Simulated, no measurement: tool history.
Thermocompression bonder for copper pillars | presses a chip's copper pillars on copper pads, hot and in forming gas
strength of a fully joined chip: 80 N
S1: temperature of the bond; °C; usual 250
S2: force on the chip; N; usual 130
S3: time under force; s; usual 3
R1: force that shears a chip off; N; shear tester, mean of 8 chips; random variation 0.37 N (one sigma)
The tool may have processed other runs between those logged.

| run | hour | S1 | S2 | S3 | R1 |
|---|---|---|---|---|---|
| 1 | 0.0 | 250 | 130 | 3 | 27.4 |
| 2 | 32.1 | 250 | 130 | 3 | 27.8 |
| 3 | 61.7 | 250 | 130 | 3 | 27.8 |
| 4 | 105.3 | 273 | 130 | 3 | 35.7 |
| 5 | 138.2 | 250 | 130 | 3 | 27.6 |
| 6 | 158.3 | 250 | 130 | 3 | 27.8 |
| 7 | 182.2 | 250 | 97 | 3 | 22.9 |
| 8 | 208.5 | 250 | 130 | 3 | 28.8 |
| 9 | 235.6 | 250 | 130 | 3 | 27.6 |
| 10 | 266.5 | 250 | 130 | 3 | 27.8 |
| 11 | 285.4 | 250 | 130 | 3 | 27.9 |
|  | 321.0 | forming gas filter changed |
| 12 | 321.0 | 235 | 130 | 3 | 25.9 |
| 13 | 350.0 | 235 | 130 | 3 | 25.5 |
| 14 | 376.6 | 235 | 130 | 3 | 25.5 |
|  | 380.5 | force cell calibrated |
| 15 | 421.4 | 250 | 130 | 3 | 30.6 |
| 16 | 446.4 | 250 | 130 | 3 | 31.1 |
|  | 461.9 | force cell calibrated, once more |
| 17 | 470.6 | 250 | 130 | 3 | 30.5 |
| 18 | 506.1 | 250 | 130 | 2 | 24.8 |
| 19 | 528.1 | 232 | 110 | 8 | 32.2 |
| 20 | 570.4 | 232 | 110 | 8 | 31.6 |
| 21 | 601.2 | 223 | 79 | 2 | 12.8 |
| 22 | 637.3 | 223 | 79 | 4 | 16.8 |
| 23 | 664.4 | 261 | 79 | 2 | 20.9 |
| 24 | 686.2 | 261 | 79 | 2 | 20.9 |
| 25 | 730.1 | 261 | 79 | 2 | 21.9 |
| 26 | 772.5 | 249 | 187 | 2 | 30.7 |
| 27 | 791.9 | 249 | 187 | 2 | 29.8 |
| 28 | 829.0 | 249 | 187 | 2 | 29.6 |
| 29 | 850.0 | 258 | 102 | 7 | 37.9 |
| 30 | 892.3 | 250 | 84 | 5 | 28.3 |
| 31 | 914.9 | 234 | 130 | 3 | 23.7 |
| 32 | 949.6 | 234 | 130 | 3 | 23.7 |
|  | 958.2 | heater calibrated with a thermocouple chip |
|  | 985.3 | forming gas filter changed |
| 33 | 990.5 | 220 | 130 | 2 | 16.3 |
| 34 | 1034.1 | 220 | 130 | 2 | 16.4 |
| 35 | 1059.9 | 220 | 130 | 2 | 15.7 |
| 36 | 1082.8 | 272 | 180 | 3 | 43.1 |

Results for each run, recomputed without the tool's hidden state and with each run's random variation untouched:
The tool's hidden condition here consists of: true temperature of the bond over the reading, C; force that reaches the chip, % of what is set; oxide that the forming gas leaves, % of the face; drift of the gauge itself on shear_n, %.
| run | R1 |
|---|---|
| 1 | 27.7 |
| 2 | 28.2 |
| 3 | 28.2 |
| 4 | 36.5 |
| 5 | 28.1 |
| 6 | 28.3 |
| 7 | 23.3 |
| 8 | 29.4 |
| 9 | 28.1 |
| 10 | 28.4 |
| 11 | 28.5 |
| 12 | 23.8 |
| 13 | 23.4 |
| 14 | 23.4 |
| 15 | 27.8 |
| 16 | 28.2 |
| 17 | 29.3 |
| 18 | 23.7 |
| 19 | 30.8 |
| 20 | 30.3 |
| 21 | 12.1 |
| 22 | 15.8 |
| 23 | 20.0 |
| 24 | 20.0 |
| 25 | 21.1 |
| 26 | 29.8 |
| 27 | 28.8 |
| 28 | 28.7 |
| 29 | 37.3 |
| 30 | 27.5 |
| 31 | 22.8 |
| 32 | 22.8 |
| 33 | 15.8 |
| 34 | 15.9 |
| 35 | 15.2 |
| 36 | 42.4 |
